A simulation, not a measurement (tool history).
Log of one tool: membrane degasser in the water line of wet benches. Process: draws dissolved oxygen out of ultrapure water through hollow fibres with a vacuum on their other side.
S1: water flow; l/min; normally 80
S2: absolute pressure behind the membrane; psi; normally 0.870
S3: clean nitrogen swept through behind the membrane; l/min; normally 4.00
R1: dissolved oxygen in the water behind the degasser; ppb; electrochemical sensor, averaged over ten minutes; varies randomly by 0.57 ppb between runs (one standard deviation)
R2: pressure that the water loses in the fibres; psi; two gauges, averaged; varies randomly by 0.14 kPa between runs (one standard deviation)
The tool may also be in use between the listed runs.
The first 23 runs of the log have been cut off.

{"run": 24, "hour": 4591.3, "S1": 61, "S2": 0.734, "S3": 10.35, "R1": 26.8, "R2": 3.121}
{"run": 25, "hour": 4863.9, "S1": 78, "S2": 1.118, "S3": 4.0, "R1": 195.3, "R2": 4.039}
{"run": 26, "hour": 5136.8, "S1": 78, "S2": 1.118, "S3": 4.0, "R1": 194.0, "R2": 3.987}
{"run": 27, "hour": 5325.9, "S1": 82, "S2": 0.87, "S3": 4.0, "R1": 129.3, "R2": 4.177}
{"run": 28, "hour": 5598.7, "S1": 82, "S2": 0.87, "S3": 4.0, "R1": 129.7, "R2": 4.192}
{"hour": 5703.2, "done": "vacuum gauge calibrated"}
{"run": 29, "hour": 5828.1, "S1": 50, "S2": 0.87, "S3": 4.0, "R1": 80.8, "R2": 2.574}
{"run": 30, "hour": 5975.7, "S1": 63, "S2": 0.687, "S3": 8.51, "R1": 27.8, "R2": 3.21}
{"run": 31, "hour": 6241.8, "S1": 63, "S2": 2.074, "S3": 8.51, "R1": 193.7, "R2": 3.227}

Predict each of these 3 candidate next runs independently; none follows another, all start after run 31:
{"run": "A", "hour": 6532.9, "S1": 68, "S2": 2.054, "S3": 4.0, "R1": "?", "R2": "?"}
{"run": "B", "hour": 6532.9, "S1": 118, "S2": 1.88, "S3": 6.3, "R1": "?", "R2": "?"}
{"run": "C", "hour": 6532.9, "S1": 80, "S2": 0.866, "S3": 2.1, "R1": "?", "R2": "?"}

run=A R1=407.0 R2=3.442
run=B R1=415.6 R2=5.939
run=C R1=213.3 R2=4.036
What these runs would have given with no unlogged condition in the tool:
run=A R1=407.0 R2=3.558
run=B R1=415.5 R2=6.141
run=C R1=213.3 R2=4.173
